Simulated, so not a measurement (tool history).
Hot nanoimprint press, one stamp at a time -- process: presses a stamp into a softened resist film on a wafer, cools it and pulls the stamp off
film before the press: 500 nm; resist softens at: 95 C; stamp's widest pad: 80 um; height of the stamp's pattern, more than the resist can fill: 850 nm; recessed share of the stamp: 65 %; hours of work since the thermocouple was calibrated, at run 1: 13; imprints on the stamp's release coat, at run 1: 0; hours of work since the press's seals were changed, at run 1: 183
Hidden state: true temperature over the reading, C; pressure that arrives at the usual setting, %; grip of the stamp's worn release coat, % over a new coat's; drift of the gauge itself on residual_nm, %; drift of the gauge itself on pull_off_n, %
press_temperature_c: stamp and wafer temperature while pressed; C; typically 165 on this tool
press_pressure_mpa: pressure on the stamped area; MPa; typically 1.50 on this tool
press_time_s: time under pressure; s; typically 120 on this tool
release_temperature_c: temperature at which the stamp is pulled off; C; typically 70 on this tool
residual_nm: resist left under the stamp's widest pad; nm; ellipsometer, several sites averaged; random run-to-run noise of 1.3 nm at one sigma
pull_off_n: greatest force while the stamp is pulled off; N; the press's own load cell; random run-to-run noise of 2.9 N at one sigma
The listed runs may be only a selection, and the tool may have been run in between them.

run,hour,press_temperature_c,press_pressure_mpa,press_time_s,release_temperature_c,hours of work since the thermocouple was calibrated,imprints on the stamp's release coat,hours of work since the press's seals were changed,residual_nm,pull_off_n
1,0.0,165,1.50,120,70,13,0,183,246.1,229
2,16.1,165,1.50,120,70,23,75,192,249.5,239
3,37.9,165,1.50,120,70,36,176,205,247.6,229
4,55.5,165,1.50,120,70,46,258,216,249.6,234
5,72.1,165,1.50,120,70,56,335,226,247.3,230
6,92.3,165,1.50,120,75,68,429,238,247.6,202
7,101.9,165,1.50,120,70,74,474,244,247.1,237
8,123.2,165,1.50,120,70,87,572,257,247.9,231
9,140.9,165,1.50,120,70,97,655,267,246.5,232
10,153.6,165,1.50,120,70,105,714,275,248.1,232
11,170.5,165,1.50,120,70,115,792,285,250.3,233
12,191.8,165,1.50,120,70,128,891,298,247.1,234
13,211.4,165,1.95,120,70,140,982,309,222.0,230
14,226.9,165,1.50,120,70,149,1054,319,250.3,235
# hour 247.2: stamp cleaned and given a new release coat
15,250.3,165,1.50,120,70,159,14,329,247.0,231
16,271.3,165,1.50,120,70,172,112,342,247.9,234
17,283.4,171,1.50,120,70,179,168,349,193.2,232
18,305.4,171,1.50,120,70,192,270,362,192.3,231
19,324.8,157,1.50,179,70,204,360,374,299.2,231
20,337.3,157,1.50,179,70,212,418,381,297.6,236

Predict the results of run 21:
21,358.6,157,1.02,75,70,224,517,394,?,?

Run 21 measured residual_nm 406.4 nm, pull_off_n 229 N.
Were there no unlogged condition in the tool, this run, its random variation unchanged, would have produced residual_nm 406.6 nm, pull_off_n 229 N.
